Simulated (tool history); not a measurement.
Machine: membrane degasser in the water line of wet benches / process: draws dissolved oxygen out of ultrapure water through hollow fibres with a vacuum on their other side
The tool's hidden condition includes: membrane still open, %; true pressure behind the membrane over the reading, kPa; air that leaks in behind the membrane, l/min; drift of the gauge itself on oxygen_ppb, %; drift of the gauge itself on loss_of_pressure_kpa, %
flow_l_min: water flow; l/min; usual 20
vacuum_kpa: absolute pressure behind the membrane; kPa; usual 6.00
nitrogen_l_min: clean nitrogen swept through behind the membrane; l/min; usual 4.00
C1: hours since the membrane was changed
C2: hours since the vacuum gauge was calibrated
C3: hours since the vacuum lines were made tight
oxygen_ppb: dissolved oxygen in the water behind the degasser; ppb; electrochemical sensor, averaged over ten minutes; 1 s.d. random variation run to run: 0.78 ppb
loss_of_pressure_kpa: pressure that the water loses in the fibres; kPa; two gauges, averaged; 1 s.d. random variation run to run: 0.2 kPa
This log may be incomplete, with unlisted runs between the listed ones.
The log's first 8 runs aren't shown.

{"hour": 854.8, "done": "vacuum gauge calibrated"}
{"run": 9, "hour": 984.4, "flow_l_min": 20, "vacuum_kpa": 7.39, "nitrogen_l_min": 4.0, "C1": 6093, "C2": 130, "C3": 3354, "oxygen_ppb": 89.4, "loss_of_pressure_kpa": 43.36}
{"run": 10, "hour": 1055.7, "flow_l_min": 20, "vacuum_kpa": 7.39, "nitrogen_l_min": 4.0, "C1": 6164, "C2": 201, "C3": 3426, "oxygen_ppb": 88.4, "loss_of_pressure_kpa": 43.49}
{"run": 11, "hour": 1183.8, "flow_l_min": 20, "vacuum_kpa": 7.39, "nitrogen_l_min": 4.0, "C1": 6292, "C2": 329, "C3": 3554, "oxygen_ppb": 89.7, "loss_of_pressure_kpa": 43.59}
{"run": 12, "hour": 1278.3, "flow_l_min": 20, "vacuum_kpa": 7.39, "nitrogen_l_min": 4.0, "C1": 6387, "C2": 424, "C3": 3648, "oxygen_ppb": 89.5, "loss_of_pressure_kpa": 43.03}
{"run": 13, "hour": 1362.1, "flow_l_min": 20, "vacuum_kpa": 11.67, "nitrogen_l_min": 4.0, "C1": 6471, "C2": 507, "C3": 3732, "oxygen_ppb": 140.5, "loss_of_pressure_kpa": 43.04}
{"run": 14, "hour": 1487.8, "flow_l_min": 20, "vacuum_kpa": 11.67, "nitrogen_l_min": 4.0, "C1": 6596, "C2": 633, "C3": 3858, "oxygen_ppb": 141.8, "loss_of_pressure_kpa": 43.36}
{"run": 15, "hour": 1647.7, "flow_l_min": 20, "vacuum_kpa": 11.67, "nitrogen_l_min": 4.0, "C1": 6756, "C2": 793, "C3": 4018, "oxygen_ppb": 140.4, "loss_of_pressure_kpa": 43.15}
{"run": 16, "hour": 1754.5, "flow_l_min": 20, "vacuum_kpa": 6.0, "nitrogen_l_min": 4.28, "C1": 6863, "C2": 900, "C3": 4125, "oxygen_ppb": 71.0, "loss_of_pressure_kpa": 43.32}
{"run": 17, "hour": 1839.6, "flow_l_min": 20, "vacuum_kpa": 10.29, "nitrogen_l_min": 4.0, "C1": 6948, "C2": 985, "C3": 4210, "oxygen_ppb": 125.7, "loss_of_pressure_kpa": 43.19}
{"run": 18, "hour": 1950.7, "flow_l_min": 20, "vacuum_kpa": 10.29, "nitrogen_l_min": 4.0, "C1": 7059, "C2": 1096, "C3": 4321, "oxygen_ppb": 123.5, "loss_of_pressure_kpa": 42.91}
{"run": 19, "hour": 2028.7, "flow_l_min": 20, "vacuum_kpa": 6.0, "nitrogen_l_min": 2.77, "C1": 7137, "C2": 1174, "C3": 4399, "oxygen_ppb": 88.2, "loss_of_pressure_kpa": 43.39}
{"run": 20, "hour": 2096.5, "flow_l_min": 20, "vacuum_kpa": 6.83, "nitrogen_l_min": 1.66, "C1": 7205, "C2": 1242, "C3": 4467, "oxygen_ppb": 139.9, "loss_of_pressure_kpa": 43.02}
{"run": 21, "hour": 2206.1, "flow_l_min": 20, "vacuum_kpa": 6.83, "nitrogen_l_min": 1.66, "C1": 7315, "C2": 1351, "C3": 4576, "oxygen_ppb": 140.4, "loss_of_pressure_kpa": 43.02}
{"run": 22, "hour": 2362.3, "flow_l_min": 24, "vacuum_kpa": 11.43, "nitrogen_l_min": 1.66, "C1": 7471, "C2": 1508, "C3": 4732, "oxygen_ppb": 327.2, "loss_of_pressure_kpa": 51.69}
{"run": 23, "hour": 2524.7, "flow_l_min": 24, "vacuum_kpa": 11.43, "nitrogen_l_min": 1.66, "C1": 7633, "C2": 1670, "C3": 4895, "oxygen_ppb": 325.0, "loss_of_pressure_kpa": 51.54}
{"run": 24, "hour": 2604.5, "flow_l_min": 24, "vacuum_kpa": 11.43, "nitrogen_l_min": 1.66, "C1": 7713, "C2": 1750, "C3": 4974, "oxygen_ppb": 321.5, "loss_of_pressure_kpa": 51.39}
{"run": 25, "hour": 2719.4, "flow_l_min": 24, "vacuum_kpa": 8.81, "nitrogen_l_min": 1.66, "C1": 7828, "C2": 1865, "C3": 5089, "oxygen_ppb": 247.2, "loss_of_pressure_kpa": 51.67}
{"run": 26, "hour": 2797.6, "flow_l_min": 24, "vacuum_kpa": 8.81, "nitrogen_l_min": 1.66, "C1": 7906, "C2": 1943, "C3": 5168, "oxygen_ppb": 243.1, "loss_of_pressure_kpa": 52.04}
{"run": 27, "hour": 2923.7, "flow_l_min": 13, "vacuum_kpa": 3.98, "nitrogen_l_min": 4.0, "C1": 8032, "C2": 2069, "C3": 5294, "oxygen_ppb": 16.3, "loss_of_pressure_kpa": 27.86}
{"run": 28, "hour": 3003.4, "flow_l_min": 13, "vacuum_kpa": 3.98, "nitrogen_l_min": 4.0, "C1": 8112, "C2": 2149, "C3": 5373, "oxygen_ppb": 15.6, "loss_of_pressure_kpa": 28.13}
{"run": 29, "hour": 3108.6, "flow_l_min": 13, "vacuum_kpa": 3.98, "nitrogen_l_min": 4.0, "C1": 8217, "C2": 2254, "C3": 5479, "oxygen_ppb": 15.9, "loss_of_pressure_kpa": 27.96}
{"run": 30, "hour": 3177.5, "flow_l_min": 18, "vacuum_kpa": 4.13, "nitrogen_l_min": 2.84, "C1": 8286, "C2": 2323, "C3": 5548, "oxygen_ppb": 42.7, "loss_of_pressure_kpa": 38.68}
{"run": 31, "hour": 3336.9, "flow_l_min": 18, "vacuum_kpa": 13.6, "nitrogen_l_min": 2.84, "C1": 8445, "C2": 2482, "C3": 5707, "oxygen_ppb": 184.6, "loss_of_pressure_kpa": 38.5}
{"run": 32, "hour": 3421.4, "flow_l_min": 28, "vacuum_kpa": 6.0, "nitrogen_l_min": 11.09, "C1": 8530, "C2": 2567, "C3": 5791, "oxygen_ppb": 111.9, "loss_of_pressure_kpa": 59.81}
{"run": 33, "hour": 3523.8, "flow_l_min": 28, "vacuum_kpa": 7.46, "nitrogen_l_min": 10.98, "C1": 8632, "C2": 2669, "C3": 5894, "oxygen_ppb": 120.1, "loss_of_pressure_kpa": 59.94}

Alternative continuations, all from the tool just after run 33; predict every row:
{"run": "A", "hour": 3600.7, "flow_l_min": 21, "vacuum_kpa": 4.49, "nitrogen_l_min": 10.98, "C1": 8709, "C2": 2746, "C3": 5971, "oxygen_ppb": "?", "loss_of_pressure_kpa": "?"}
{"run": "B", "hour": 3600.7, "flow_l_min": 25, "vacuum_kpa": 7.46, "nitrogen_l_min": 11.78, "C1": 8709, "C2": 2746, "C3": 5971, "oxygen_ppb": "?", "loss_of_pressure_kpa": "?"}
{"run": "C", "hour": 3600.7, "flow_l_min": 18, "vacuum_kpa": 9.1, "nitrogen_l_min": 3.8, "C1": 8709, "C2": 2746, "C3": 5971, "oxygen_ppb": "?", "loss_of_pressure_kpa": "?"}

run=A oxygen_ppb=50.7 loss_of_pressure_kpa=44.92
run=B oxygen_ppb=92.8 loss_of_pressure_kpa=53.54
run=C oxygen_ppb=95.8 loss_of_pressure_kpa=38.37
Without the tool's unlogged condition, the same runs would have read:
run=A oxygen_ppb=50.5 loss_of_pressure_kpa=45.83
run=B oxygen_ppb=92.4 loss_of_pressure_kpa=54.63
run=C oxygen_ppb=95.6 loss_of_pressure_kpa=39.16
